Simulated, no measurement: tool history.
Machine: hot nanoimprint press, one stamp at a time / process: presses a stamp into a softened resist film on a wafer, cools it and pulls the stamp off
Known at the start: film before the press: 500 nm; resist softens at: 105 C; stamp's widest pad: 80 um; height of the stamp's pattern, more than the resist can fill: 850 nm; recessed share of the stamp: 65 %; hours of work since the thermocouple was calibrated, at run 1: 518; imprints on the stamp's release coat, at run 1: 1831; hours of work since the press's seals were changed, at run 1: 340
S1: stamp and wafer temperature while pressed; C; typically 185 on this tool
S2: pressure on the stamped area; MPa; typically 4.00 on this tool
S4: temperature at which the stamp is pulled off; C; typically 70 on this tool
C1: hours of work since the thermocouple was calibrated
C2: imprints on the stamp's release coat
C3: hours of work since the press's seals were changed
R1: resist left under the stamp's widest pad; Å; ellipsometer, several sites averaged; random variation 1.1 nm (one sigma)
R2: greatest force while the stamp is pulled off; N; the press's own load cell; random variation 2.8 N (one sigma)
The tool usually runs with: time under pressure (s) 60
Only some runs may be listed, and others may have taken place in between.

Run 1, hour 0.0: usual settings; C1 518; C2 1831; C3 340. Result: R1 1982 Å, R2 142 N.
Run 2, hour 6.2: usual settings but S1 191 C; C1 523; C2 1861; C3 345. Result: R1 1552 Å, R2 135 N.
Run 3, hour 15.1: usual settings but S1 192 C; C1 530; C2 1904; C3 351. Result: R1 1484 Å, R2 135 N.
Run 4, hour 25.3: usual settings but S1 192 C; C1 537; C2 1953; C3 359. Result: R1 1496 Å, R2 131 N.
Run 5, hour 36.9: usual settings but S1 192 C; C1 546; C2 2009; C3 368. Result: R1 1487 Å, R2 132 N.
Run 6, hour 46.9: usual settings but S1 192 C; C1 553; C2 2057; C3 375. Result: R1 1486 Å, R2 130 N.
Run 7, hour 58.2: usual settings but S1 192 C; C1 562; C2 2112; C3 384. Result: R1 1492 Å, R2 140 N.
At hour 63.3: plate thermocouple calibrated.
At hour 78.4: stamp cleaned and given a new release coat.
Run 8, hour 78.4: usual settings but S1 192 C; C1 7; C2 0; C3 392. Result: R1 1482 Å, R2 135 N.
Run 9, hour 83.9: usual settings but S1 178 C; C1 11; C2 26; C3 396. Result: R1 2618 Å, R2 133 N.
Run 10, hour 95.8: usual settings but S1 178 C, time under pressure (s) 52; C1 20; C2 84; C3 405. Result: R1 2760 Å, R2 134 N.
Run 11, hour 104.3: usual settings but S1 178 C, time under pressure (s) 52; C1 26; C2 125; C3 411. Result: R1 2720 Å, R2 136 N.
Run 12, hour 115.5: usual settings but S1 178 C, time under pressure (s) 52; C1 34; C2 179; C3 419. Result: R1 2725 Å, R2 135 N.
Run 13, hour 122.4: usual settings but S4 61 C; C1 40; C2 212; C3 425. Result: R1 1941 Å, R2 142 N.
Run 14, hour 134.6: usual settings but S1 194 C, S2 3.58 MPa, time under pressure (s) 69, S4 61 C; C1 49; C2 271; C3 434. Result: R1 1366 Å, R2 137 N.
Run 15, hour 140.6: usual settings but S1 184 C, S2 3.58 MPa, time under pressure (s) 69, S4 72 C; C1 53; C2 300; C3 438. Result: R1 2067 Å, R2 127 N.
Run 16, hour 145.8: usual settings but S2 4.66 MPa, time under pressure (s) 67; C1 57; C2 325; C3 442. Result: R1 1734 Å, R2 136 N.
Run 17, hour 153.1: usual settings but S2 4.66 MPa, time under pressure (s) 86; C1 62; C2 360; C3 447. Result: R1 1583 Å, R2 129 N.
Run 18, hour 162.4: usual settings but S2 4.66 MPa, time under pressure (s) 86; C1 69; C2 405; C3 454. Result: R1 1584 Å, R2 137 N.
Run 19, hour 172.9: usual settings but S2 4.66 MPa, time under pressure (s) 86; C1 77; C2 456; C3 462. Result: R1 1589 Å, R2 135 N.
Run 20, hour 181.0: usual settings but S1 175 C, S2 2.67 MPa, time under pressure (s) 58; C1 83; C2 495; C3 468. Result: R1 3459 Å, R2 134 N.
Run 21, hour 190.3: usual settings but S1 175 C, S2 2.67 MPa, time under pressure (s) 58; C1 90; C2 540; C3 475. Result: R1 3424 Å, R2 129 N.
Run 22, hour 199.3: usual settings but S1 175 C, S2 4.03 MPa, time under pressure (s) 58, S4 63 C; C1 97; C2 583; C3 482. Result: R1 2966 Å, R2 140 N.
Run 23, hour 208.5: usual settings but S1 182 C, S2 4.40 MPa; C1 104; C2 628; C3 489. Result: R1 2143 Å, R2 131 N.
Run 24, hour 218.2: usual settings but S1 182 C, S2 4.40 MPa; C1 111; C2 675; C3 496. Result: R1 2145 Å, R2 135 N.
Run 25, hour 228.2: usual settings but S1 176 C, time under pressure (s) 42; C1 118; C2 723; C3 503. Result: R1 3150 Å, R2 131 N.

3 ways to go on from here, each from the tool as it stands after run 25. What would each give?
Run A, hour 234.3: usual settings but S2 3.82 MPa, time under pressure (s) 99, S4 69 C; C1 123; C2 753; C3 508. Result: R1 ?, R2 ?.
Run B, hour 234.3: usual settings but S2 3.03 MPa; C1 123; C2 753; C3 508. Result: R1 ?, R2 ?.
Run C, hour 234.3: usual settings but S2 4.31 MPa, S4 58 C; C1 123; C2 753; C3 508. Result: R1 ?, R2 ?.

run    R1   R2
  A  1670  138
  B  2238  132
  C  1898  146
With no hidden state in the tool, these same runs would have given:
run    R1   R2
  A  1670  138
  B  2238  132
  C  1897  145
